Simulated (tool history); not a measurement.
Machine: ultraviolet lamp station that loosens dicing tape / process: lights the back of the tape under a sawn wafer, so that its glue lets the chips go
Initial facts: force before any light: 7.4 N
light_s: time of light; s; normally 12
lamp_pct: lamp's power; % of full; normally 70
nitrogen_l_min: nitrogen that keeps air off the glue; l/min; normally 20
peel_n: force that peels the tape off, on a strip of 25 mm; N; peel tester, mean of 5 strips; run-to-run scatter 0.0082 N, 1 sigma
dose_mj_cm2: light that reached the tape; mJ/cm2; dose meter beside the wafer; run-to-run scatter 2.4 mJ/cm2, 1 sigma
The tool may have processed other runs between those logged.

Run 1, hour 0.0: usual settings. Result: peel_n 0.409 N, dose_mj_cm2 237 mJ/cm2.
Run 2, hour 11.9: usual settings but lamp_pct 66 % of full. Result: peel_n 0.489 N, dose_mj_cm2 218 mJ/cm2.
Run 3, hour 26.8: usual settings but lamp_pct 66 % of full. Result: peel_n 0.495 N, dose_mj_cm2 216 mJ/cm2.
Run 4, hour 37.7: usual settings. Result: peel_n 0.434 N, dose_mj_cm2 230 mJ/cm2.
Run 5, hour 51.4: usual settings but light_s 20 s. Result: peel_n 0.149 N, dose_mj_cm2 377 mJ/cm2.
Run 6, hour 60.3: usual settings but lamp_pct 69 % of full. Result: peel_n 0.438 N, dose_mj_cm2 222 mJ/cm2.
Run 7, hour 71.5: usual settings. Result: peel_n 0.429 N, dose_mj_cm2 227 mJ/cm2.
Run 8, hour 85.2: usual settings. Result: peel_n 0.429 N, dose_mj_cm2 227 mJ/cm2.
Run 9, hour 97.9: usual settings. Result: peel_n 0.440 N, dose_mj_cm2 223 mJ/cm2.
Run 10, hour 112.8: usual settings. Result: peel_n 0.454 N, dose_mj_cm2 224 mJ/cm2.
Run 11, hour 125.3: usual settings but nitrogen_l_min 12 l/min. Result: peel_n 0.636 N, dose_mj_cm2 222 mJ/cm2.
Run 12, hour 132.8: usual settings but nitrogen_l_min 12 l/min. Result: peel_n 0.625 N, dose_mj_cm2 222 mJ/cm2.
Run 13, hour 139.9: usual settings but nitrogen_l_min 15 l/min. Result: peel_n 0.544 N, dose_mj_cm2 223 mJ/cm2.
Run 14, hour 150.4: usual settings. Result: peel_n 0.444 N, dose_mj_cm2 220 mJ/cm2.
Run 15, hour 165.0: usual settings. Result: peel_n 0.454 N, dose_mj_cm2 222 mJ/cm2.
Run 16, hour 176.4: usual settings. Result: peel_n 0.454 N, dose_mj_cm2 218 mJ/cm2.
Run 17, hour 190.8: usual settings. Result: peel_n 0.440 N, dose_mj_cm2 221 mJ/cm2.
Run 18, hour 201.6: usual settings. Result: peel_n 0.461 N, dose_mj_cm2 222 mJ/cm2.
Run 19, hour 213.8: usual settings. Result: peel_n 0.470 N, dose_mj_cm2 218 mJ/cm2.
Run 20, hour 225.4: usual settings but lamp_pct 68 % of full. Result: peel_n 0.506 N, dose_mj_cm2 214 mJ/cm2.
Run 21, hour 235.1: usual settings but lamp_pct 68 % of full. Result: peel_n 0.516 N, dose_mj_cm2 209 mJ/cm2.
Run 22, hour 244.9: usual settings but nitrogen_l_min 7 l/min. Result: peel_n 0.941 N, dose_mj_cm2 218 mJ/cm2.
Run 23, hour 257.2: usual settings but light_s 17 s, lamp_pct 89 % of full, nitrogen_l_min 21 l/min. Result: peel_n 0.142 N, dose_mj_cm2 390 mJ/cm2.
Run 24, hour 270.0: usual settings but light_s 17 s, lamp_pct 89 % of full, nitrogen_l_min 21 l/min. Result: peel_n 0.143 N, dose_mj_cm2 388 mJ/cm2.
Run 25, hour 281.1: usual settings but light_s 19 s, lamp_pct 89 % of full, nitrogen_l_min 21 l/min. Result: peel_n 0.118 N, dose_mj_cm2 431 mJ/cm2.
At hour 282.9: window cleaned of glue's vapour.
Run 26, hour 288.0: usual settings but light_s 8 s, lamp_pct 89 % of full, nitrogen_l_min 21 l/min. Result: peel_n 0.703 N, dose_mj_cm2 179 mJ/cm2.

Estimate the outcome of run 27 from the log above:
Run 27, hour 295.6: usual settings but light_s 8 s, lamp_pct 89 % of full, nitrogen_l_min 21 l/min. Result: peel_n ?, dose_mj_cm2 ?.

Run 27 produced peel_n 0.721 N, dose_mj_cm2 176 mJ/cm2.
Without the tool's hidden state the same run would have given peel_n 0.471 N, dose_mj_cm2 214 mJ/cm2.
